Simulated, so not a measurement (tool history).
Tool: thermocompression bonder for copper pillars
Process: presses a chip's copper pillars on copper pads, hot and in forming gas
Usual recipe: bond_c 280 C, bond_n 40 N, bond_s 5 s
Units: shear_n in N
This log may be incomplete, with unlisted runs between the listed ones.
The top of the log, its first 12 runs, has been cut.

run	hour	bond_c	bond_n	bond_s	shear_n
13	102.4	302	40	5	94.3
14	109.1	280	40	5	84
15	121.6	280	40	5	83.7
16	127.2	280	40	5	83.8
17	138.1	308	40	5	95.6
18	144.5	297	32	5	81.7
19	150.6	297	27	5	75.1
20	158	297	27	5	74.2
21	164.1	283	27	12	86.8
# hour 166.4: force cell calibrated
22	175.7	268	27	3	50.5
23	186.2	280	40	4	78.4
24	192.3	282	40	4	79.4
25	200	280	55	5	96.1
26	211.4	280	55	5	95.9
27	218.4	280	55	3	85.1
28	227.4	280	55	3	85
29	235.2	280	55	3	83.9
# hour 239.8: force cell calibrated, once more
30	248.5	280	55	3	85.5
31	260.6	272	56	8	101.1
32	272.6	287	42	5	88
33	282	268	46	14	102.2
34	291.6	256	29	4	52.3

What if the next run were any one of these 3? Each begins from the tool's condition after run 34:
A	300.6	263	26	3	?
B	300.6	280	29	14	?
C	300.6	293	41	8	?

run	shear_n
A	46.3
B	90.3
C	97.6
Take away the tool's hidden state, keep each run's random variation, and the runs would have read:
run	shear_n
A	49
B	96.6
C	104.7
